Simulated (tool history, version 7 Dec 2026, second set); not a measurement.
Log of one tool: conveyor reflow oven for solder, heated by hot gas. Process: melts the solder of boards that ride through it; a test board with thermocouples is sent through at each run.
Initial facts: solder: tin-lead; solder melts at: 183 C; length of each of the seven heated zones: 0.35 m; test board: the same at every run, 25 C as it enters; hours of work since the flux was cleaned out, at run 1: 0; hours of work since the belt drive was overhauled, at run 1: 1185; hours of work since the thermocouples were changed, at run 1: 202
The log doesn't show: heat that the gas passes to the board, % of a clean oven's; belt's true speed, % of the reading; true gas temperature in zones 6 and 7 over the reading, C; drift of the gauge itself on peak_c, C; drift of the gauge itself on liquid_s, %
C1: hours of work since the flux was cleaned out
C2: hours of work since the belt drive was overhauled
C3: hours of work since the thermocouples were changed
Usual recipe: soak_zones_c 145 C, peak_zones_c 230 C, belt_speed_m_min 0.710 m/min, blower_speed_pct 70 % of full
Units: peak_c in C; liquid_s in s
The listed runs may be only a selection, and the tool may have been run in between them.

Run 1, day 0.000: usual settings; C1 0; C2 1185; C3 202. Result: peak_c 214.7 C, liquid_s 44.7 s.
Run 2, day 2.688: usual settings; C1 26; C2 1211; C3 228. Result: peak_c 213.4 C, liquid_s 44.0 s.
Run 3, day 6.375: usual settings; C1 61; C2 1247; C3 264. Result: peak_c 213.8 C, liquid_s 44.0 s.
Run 4, day 9.154: usual settings; C1 88; C2 1273; C3 291. Result: peak_c 214.0 C, liquid_s 44.5 s.
Run 5, day 12.796: usual settings but peak_zones_c 229 C; C1 123; C2 1308; C3 326. Result: peak_c 213.3 C, liquid_s 43.6 s.
Run 6, day 15.725: usual settings but peak_zones_c 229 C; C1 152; C2 1337; C3 354. Result: peak_c 212.7 C, liquid_s 44.3 s.
Run 7, day 18.150: usual settings but peak_zones_c 229 C; C1 175; C2 1360; C3 377. Result: peak_c 213.5 C, liquid_s 43.2 s.
Run 8, day 21.208: usual settings but peak_zones_c 229 C; C1 204; C2 1390; C3 407. Result: peak_c 212.9 C, liquid_s 43.4 s.
Run 9, day 23.008: usual settings but soak_zones_c 157 C; C1 222; C2 1407; C3 424. Result: peak_c 216.3 C, liquid_s 49.8 s.
Run 10, day 24.733: usual settings; C1 238; C2 1423; C3 441. Result: peak_c 214.2 C, liquid_s 44.0 s.
At day 25.850: belt drive overhauled, speed set with a stopwatch.
At day 26.654: flux residue cleaned out of gas plates and filters.
Run 11, day 27.325: usual settings; C1 6; C2 12; C3 462. Result: peak_c 213.1 C, liquid_s 44.0 s.
Run 12, day 30.862: usual settings; C1 41; C2 46; C3 496. Result: peak_c 213.2 C, liquid_s 44.1 s.
Run 13, day 34.575: usual settings; C1 76; C2 82; C3 532. Result: peak_c 214.2 C, liquid_s 44.1 s.
Run 14, day 36.567: usual settings but soak_zones_c 146 C, peak_zones_c 237 C, belt_speed_m_min 0.819 m/min, blower_speed_pct 54 % of full; C1 96; C2 101; C3 551. Result: peak_c 209.2 C, liquid_s 33.8 s.
At day 38.783: thermocouples of zones 6 and 7 changed.
Run 15, day 39.767: usual settings but soak_zones_c 146 C, peak_zones_c 237 C, belt_speed_m_min 0.722 m/min, blower_speed_pct 54 % of full; C1 126; C2 131; C3 9. Result: peak_c 213.7 C, liquid_s 42.3 s.
Run 16, day 41.412: usual settings but soak_zones_c 146 C, peak_zones_c 229 C, belt_speed_m_min 0.593 m/min, blower_speed_pct 54 % of full; C1 141; C2 147; C3 25. Result: peak_c 213.5 C, liquid_s 52.8 s.
Run 17, day 43.838: usual settings but soak_zones_c 146 C, peak_zones_c 238 C, belt_speed_m_min 0.605 m/min, blower_speed_pct 74 % of full; C1 165; C2 171; C3 49. Result: peak_c 226.3 C, liquid_s 59.9 s.
Run 18, day 47.450: usual settings but soak_zones_c 144 C, peak_zones_c 227 C, belt_speed_m_min 0.605 m/min, blower_speed_pct 74 % of full; C1 200; C2 205; C3 84. Result: peak_c 216.2 C, liquid_s 54.2 s.
Run 19, day 49.567: usual settings but soak_zones_c 144 C, peak_zones_c 227 C, belt_speed_m_min 0.605 m/min, blower_speed_pct 74 % of full; C1 220; C2 226; C3 104. Result: peak_c 216.4 C, liquid_s 54.3 s.
Run 20, day 52.004: usual settings but soak_zones_c 151 C, belt_speed_m_min 0.840 m/min; C1 244; C2 249; C3 127. Result: peak_c 209.5 C, liquid_s 36.0 s.
At day 53.204: flux residue cleaned out of gas plates and filters.
Run 21, day 54.488: usual settings but peak_zones_c 219 C; C1 12; C2 271; C3 149. Result: peak_c 204.9 C, liquid_s 37.5 s.
Run 22, day 57.858: usual settings but peak_zones_c 243 C, belt_speed_m_min 0.699 m/min; C1 45; C2 304; C3 182. Result: peak_c 225.0 C, liquid_s 51.2 s.
Run 23, day 60.079: usual settings but soak_zones_c 157 C, peak_zones_c 243 C, belt_speed_m_min 0.699 m/min, blower_speed_pct 60 % of full; C1 66; C2 325; C3 203. Result: peak_c 225.1 C, liquid_s 54.9 s.
Run 24, day 62.608: usual settings but soak_zones_c 144 C, peak_zones_c 243 C, belt_speed_m_min 0.699 m/min, blower_speed_pct 60 % of full; C1 91; C2 349; C3 228. Result: peak_c 222.0 C, liquid_s 48.1 s.
Run 25, day 65.121: usual settings but blower_speed_pct 50 % of full; C1 115; C2 374; C3 252. Result: peak_c 206.7 C, liquid_s 36.7 s.

Branching from run 25: 5 alternative next runs. What would each branch give?
Run A, day 66.804: usual settings but soak_zones_c 159 C, peak_zones_c 239 C, belt_speed_m_min 0.696 m/min; C1 131; C2 390; C3 268. Result: peak_c ?, liquid_s ?.
Run B, day 66.804: usual settings but peak_zones_c 234 C; C1 131; C2 390; C3 268. Result: peak_c ?, liquid_s ?.
Run C, day 66.804: usual settings but soak_zones_c 159 C, belt_speed_m_min 0.678 m/min; C1 131; C2 390; C3 268. Result: peak_c ?, liquid_s ?.
Run D, day 66.804: usual settings but soak_zones_c 139 C, peak_zones_c 236 C, blower_speed_pct 50 % of full; C1 131; C2 390; C3 268. Result: peak_c ?, liquid_s ?.
Run E, day 66.804: usual settings but soak_zones_c 146 C, peak_zones_c 232 C, belt_speed_m_min 0.752 m/min; C1 131; C2 390; C3 268. Result: peak_c ?, liquid_s ?.

run  peak_c  liquid_s
  A   224.3      55.8
  B   217.6      46.5
  C   218.1      53.7
  D   209.1      37.9
  E   213.5      41.5
Stripped of hidden state, with their random variation kept, the same runs would have yielded:
run  peak_c  liquid_s
  A   224.4      55.9
  B   217.7      46.6
  C   218.2      53.7
  D   209.3      38.0
  E   213.7      41.6

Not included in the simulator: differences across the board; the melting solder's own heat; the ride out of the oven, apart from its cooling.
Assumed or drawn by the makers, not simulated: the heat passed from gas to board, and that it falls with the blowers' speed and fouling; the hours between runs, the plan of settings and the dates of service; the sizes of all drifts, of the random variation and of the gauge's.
